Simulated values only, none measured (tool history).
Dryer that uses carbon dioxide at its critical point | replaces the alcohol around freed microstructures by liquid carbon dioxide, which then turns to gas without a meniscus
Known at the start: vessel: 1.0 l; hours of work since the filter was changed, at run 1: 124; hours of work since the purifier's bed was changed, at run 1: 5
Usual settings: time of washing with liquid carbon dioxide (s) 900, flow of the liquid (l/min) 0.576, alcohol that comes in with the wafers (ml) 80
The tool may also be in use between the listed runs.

run   hour  time of washing with liquid carbon dioxide (s)  flow of the liquid (l/min)  alcohol that comes in with the wafers (ml)  hours of work since the filter was changed  hours of work since the purifier's bed was changed  alcohol left in the vessel before it's heated (ppm by volume)
  1      0                                             900                       0.576                                          80                                         124                                                   5                                                            107
  2    4.8                                             900                       0.576                                          80                                         126                                                   7                                                            108
  3   12.9                                             900                       0.576                                          80                                         128                                                   9                                                            112
  4   18.8                                             900                       0.576                                          80                                         130                                                  11                                                            122
  5   26.9                                             900                       0.576                                          80                                         133                                                  14                                                            122
  6     32                                             840                       0.576                                          80                                         134                                                  15                                                            175
  7   40.1                                             840                       0.576                                          80                                         137                                                  18                                                            181
  8   44.3                                             840                       0.576                                          80                                         138                                                  19                                                            181
  9   51.3                                             840                       0.576                                          80                                         140                                                  21                                                            185
 10   59.7                                             960                       0.576                                          80                                         143                                                  24                                                             90
 11   70.1                                             900                       0.576                                          80                                         146                                                  27                                                            132
 12   77.6                                             540                       0.576                                          80                                         148                                                  29                                                           1665
 13   86.1                                             540                       0.576                                          80                                         151                                                  32                                                           1669
 14   90.8                                            1380                       0.576                                          80                                         152                                                  33                                                             12
      93.2  -- inlet filter changed
 15   99.4                                            1380                       0.576                                          69                                           2                                                  36                                                              8
 16  104.2                                             900                       0.427                                          75                                           3                                                  37                                                            228
 17  110.5                                            1080                       0.779                                         101                                           5                                                  39                                                             20
 18  116.2                                             780                        0.58                                          79                                           7                                                  41                                                            100
 19  122.1                                             780                       0.392                                          70                                           9                                                  42                                                            686
 20  129.8                                             780                       0.392                                          70                                          11                                                  45                                                            727
 21  137.7                                             840                       0.353                                         112                                          14                                                  47                                                           1302
 22  146.9                                             900                       0.869                                          78                                          16                                                  50                                                             19
 23  153.2                                             900                       0.869                                          78                                          18                                                  52                                                              8
 24  159.6                                             900                         0.4                                          47                                          20                                                  54                                                            245
 25  164.8                                            1080                         0.4                                          40                                          22                                                  56                                                             78
 26  170.4                                             900                       0.573                                          80                                          24                                                  57                                                             58
 27    180                                             900                       0.573                                          80                                          27                                                  60                                                             57
 28  189.2                                             900                       0.397                                          26                                          29                                                  63                                                            153

Forecast each of these 4 alternatives for the next run:
  A   195                                            1200                       0.425                                          26                                          31                                                  65                                                              ?
  B   195                                            1440                       0.576                                          80                                          31                                                  65                                                              ?
  C   195                                             900                       0.576                                          41                                          31                                                  65                                                              ?
  D   195                                             600                       0.398                                          29                                          31                                                  65                                                              ?

run  alcohol left in the vessel before it's heated (ppm by volume)
  A                                                             35
  B                                                              6
  C                                                             32
  D                                                            896
Without the tool's hidden state the same runs would have given:
run  alcohol left in the vessel before it's heated (ppm by volume)
  A                                                             22
  B                                                              0
  C                                                             16
  D                                                            754

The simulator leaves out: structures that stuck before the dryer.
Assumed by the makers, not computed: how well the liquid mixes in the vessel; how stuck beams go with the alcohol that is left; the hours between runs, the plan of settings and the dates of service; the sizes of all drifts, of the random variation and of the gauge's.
